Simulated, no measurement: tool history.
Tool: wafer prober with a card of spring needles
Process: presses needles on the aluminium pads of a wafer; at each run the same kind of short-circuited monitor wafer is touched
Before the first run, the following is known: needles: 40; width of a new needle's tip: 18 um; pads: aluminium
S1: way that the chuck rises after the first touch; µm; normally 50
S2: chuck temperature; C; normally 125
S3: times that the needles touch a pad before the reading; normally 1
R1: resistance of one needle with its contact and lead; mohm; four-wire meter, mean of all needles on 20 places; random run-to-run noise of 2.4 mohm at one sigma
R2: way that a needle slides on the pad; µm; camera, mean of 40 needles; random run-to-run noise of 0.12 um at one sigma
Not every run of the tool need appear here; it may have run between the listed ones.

run,hour,S1,S2,S3,R1,R2
1,0,50,125,1,294,12.13
# hour 8.5: tips cleaned on abrasive film
2,15.7,50,125,1,297,12.26
# hour 22.1: tips cleaned on abrasive film
3,28.8,50,32,1,278,12.38
# hour 35: tips cleaned on abrasive film
4,46.7,50,125,1,318,12.35
# hour 48.4: tips cleaned on abrasive film
# hour 61.2: tips cleaned on abrasive film
5,64.1,50,125,1,289,12.36
# hour 75: tips cleaned on abrasive film
6,80.5,50,125,1,292,12.24
# hour 88.5: tips cleaned on abrasive film
7,92.2,50,83,1,283,12.23
# hour 101.7: tips cleaned on abrasive film
8,104.8,50,83,1,277,12.07
# hour 115.2: tips cleaned on abrasive film
9,125.2,50,125,1,311,12.22
# hour 128.6: tips cleaned on abrasive film
10,135.6,36,88,3,288,8.44
# hour 141.8: tips cleaned on abrasive film
11,152.9,48,55,1,303,11.63
# hour 154.5: tips cleaned on abrasive film
# hour 168.3: tips cleaned on abrasive film
12,171.5,39,55,1,297,9.14
# hour 181.8: tips cleaned on abrasive film
13,189.9,55,55,1,284,13.16
# hour 195.3: tips cleaned on abrasive film
14,207.3,44,60,2,289,10.61
# hour 208.6: tips cleaned on abrasive film
15,216.1,46,125,1,313,11
# hour 222.7: tips cleaned on abrasive film
# hour 235.5: tips cleaned on abrasive film
16,235.5,43,125,1,285,10.16
# hour 249.4: tips cleaned on abrasive film
17,252.5,42,119,2,289,9.81

Branching from run 17: 4 alternative next runs. What would each branch give?
# hour 262.1: tips cleaned on abrasive film
A,273.5,56,79,1,?,?
# hour 262.1: tips cleaned on abrasive film
B,273.5,43,50,1,?,?
# hour 262.1: tips cleaned on abrasive film
C,273.5,50,97,2,?,?
# hour 262.1: tips cleaned on abrasive film
D,273.5,68,105,2,?,?

run,R1,R2
A,298,13.25
B,321,9.94
C,294,11.82
D,282,16.28
The same runs, with their run-to-run variation unchanged, on a tool lacking any hidden condition would have given:
run,R1,R2
A,258,13.87
B,253,10.57
C,265,12.45
D,265,16.9

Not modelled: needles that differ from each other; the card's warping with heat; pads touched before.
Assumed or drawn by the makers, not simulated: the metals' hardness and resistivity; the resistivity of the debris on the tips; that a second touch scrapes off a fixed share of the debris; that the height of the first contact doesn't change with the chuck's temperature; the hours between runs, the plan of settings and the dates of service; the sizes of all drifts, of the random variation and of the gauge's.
